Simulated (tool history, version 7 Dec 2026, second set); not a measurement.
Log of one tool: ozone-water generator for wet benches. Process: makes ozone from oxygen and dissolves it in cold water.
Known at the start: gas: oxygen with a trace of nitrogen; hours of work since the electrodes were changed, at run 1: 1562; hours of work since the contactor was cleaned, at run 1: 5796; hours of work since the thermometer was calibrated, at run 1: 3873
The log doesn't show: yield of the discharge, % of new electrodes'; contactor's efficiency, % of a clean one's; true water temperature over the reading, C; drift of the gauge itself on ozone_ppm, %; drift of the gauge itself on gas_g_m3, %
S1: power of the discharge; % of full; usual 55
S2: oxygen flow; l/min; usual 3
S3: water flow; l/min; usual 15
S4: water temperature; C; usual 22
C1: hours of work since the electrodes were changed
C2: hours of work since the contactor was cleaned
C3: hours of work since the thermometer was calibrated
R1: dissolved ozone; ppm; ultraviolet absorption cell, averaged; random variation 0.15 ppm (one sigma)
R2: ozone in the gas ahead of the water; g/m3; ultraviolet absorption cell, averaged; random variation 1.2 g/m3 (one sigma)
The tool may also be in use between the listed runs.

| run | hour | S1 | S2 | S3 | S4 | C1 | C2 | C3 | R1 | R2 |
|---|---|---|---|---|---|---|---|---|---|---|
| 1 | 0 | 55 | 3 | 15 | 22 | 1562 | 5796 | 3873 | 18.3 | 208.8 |
| 2 | 173.6 | 55 | 3 | 15 | 22 | 1666 | 5901 | 3978 | 18.2 | 209 |
| 3 | 286.2 | 44 | 3 | 15 | 22 | 1734 | 5969 | 4046 | 16.2 | 185 |
| 4 | 430.3 | 44 | 3 | 15 | 22 | 1821 | 6056 | 4133 | 16.4 | 185.9 |
| 5 | 561.2 | 55 | 3 | 15 | 23 | 1900 | 6135 | 4212 | 17.8 | 206.9 |
| 6 | 677.6 | 55 | 3 | 15 | 23 | 1970 | 6205 | 4282 | 17.8 | 209 |
| 7 | 856.1 | 55 | 3 | 15 | 23 | 2078 | 6313 | 4390 | 17.9 | 208.1 |
| 8 | 936.7 | 55 | 3 | 15 | 23 | 2127 | 6361 | 4438 | 18.1 | 208.1 |
| 9 | 1107.9 | 55 | 3 | 15 | 23 | 2230 | 6465 | 4542 | 17.6 | 209.5 |
| 10 | 1184.6 | 55 | 2.49 | 15 | 22 | 2276 | 6511 | 4588 | 18.4 | 234.8 |
| 11 | 1326.6 | 55 | 3 | 21 | 22 | 2362 | 6597 | 4674 | 13.4 | 208.9 |
| 12 | 1426.6 | 55 | 3 | 21 | 22 | 2422 | 6657 | 4734 | 13.7 | 209.6 |
| 13 | 1573.3 | 55 | 1.66 | 15 | 22 | 2511 | 6745 | 4822 | 18.2 | 307.7 |
| 14 | 1703.3 | 55 | 3 | 15 | 22 | 2589 | 6824 | 4901 | 18 | 208.3 |
| 15 | 1810.9 | 55 | 3 | 11 | 22 | 2654 | 6889 | 4966 | 22.7 | 207.7 |
| 16 | 1947.1 | 55 | 1.72 | 11 | 16 | 2736 | 6971 | 5048 | 25.4 | 298.5 |
| 17 | 2092.1 | 55 | 1.72 | 11 | 16 | 2824 | 7058 | 5135 | 25.5 | 300.2 |
| 18 | 2263.5 | 63 | 1.72 | 11 | 16 | 2927 | 7162 | 5239 | 27.1 | 321.6 |
| 19 | 2418.5 | 61 | 2.96 | 18 | 26 | 3021 | 7255 | 5332 | 15.7 | 221.5 |
| 20 | 2551.7 | 90 | 2.96 | 18 | 27 | 3101 | 7336 | 5413 | 18.9 | 271.5 |
| 21 | 2647.1 | 45 | 2.09 | 18 | 30 | 3158 | 7393 | 5470 | 12.9 | 237.5 |
| 22 | 2729.3 | 71 | 3.36 | 18 | 30 | 3208 | 7443 | 5520 | 15.7 | 220.1 |
| 23 | 2839 | 95 | 3 | 15 | 22 | 3274 | 7509 | 5586 | 23.7 | 273.9 |
|  | 2898.7 | water thermometer calibrated |
| 24 | 2988.3 | 47 | 2.78 | 11 | 22 | 3364 | 7599 | 54 | 21.2 | 203 |
| 25 | 3158.3 | 86 | 4.15 | 11 | 24 | 3466 | 7701 | 157 | 25.9 | 213.4 |
| 26 | 3335.2 | 86 | 4.15 | 14 | 21 | 3573 | 7808 | 263 | 23.4 | 212.6 |
| 27 | 3492.7 | 55 | 3 | 21 | 22 | 3668 | 7903 | 358 | 13.6 | 208.4 |
| 28 | 3573.6 | 83 | 4.5 | 21 | 22 | 3717 | 7952 | 407 | 16.4 | 197.8 |
| 29 | 3682.5 | 83 | 4.5 | 21 | 22 | 3783 | 8017 | 473 | 16.7 | 193.4 |

4 ways to go on from here, each from the tool as it stands after run 29. What would each give?
| A | 3855 | 43 | 3 | 15 | 30 | 3887 | 8121 | 577 | ? | ? |
| B | 3855 | 99 | 3 | 15 | 22 | 3887 | 8121 | 577 | ? | ? |
| C | 3855 | 83 | 4.5 | 10 | 26 | 3887 | 8121 | 577 | ? | ? |
| D | 3855 | 57 | 5.19 | 15 | 22 | 3887 | 8121 | 577 | ? | ? |

| run | R1 | R2 |
|---|---|---|
| A | 14.2 | 185.8 |
| B | 24.4 | 278.3 |
| C | 25 | 197.9 |
| D | 17 | 147.8 |
Without the tool's hidden state the same runs would have given:
| run | R1 | R2 |
|---|---|---|
| A | 14.2 | 186 |
| B | 24.5 | 278.6 |
| C | 25 | 198.2 |
| D | 17.1 | 148 |

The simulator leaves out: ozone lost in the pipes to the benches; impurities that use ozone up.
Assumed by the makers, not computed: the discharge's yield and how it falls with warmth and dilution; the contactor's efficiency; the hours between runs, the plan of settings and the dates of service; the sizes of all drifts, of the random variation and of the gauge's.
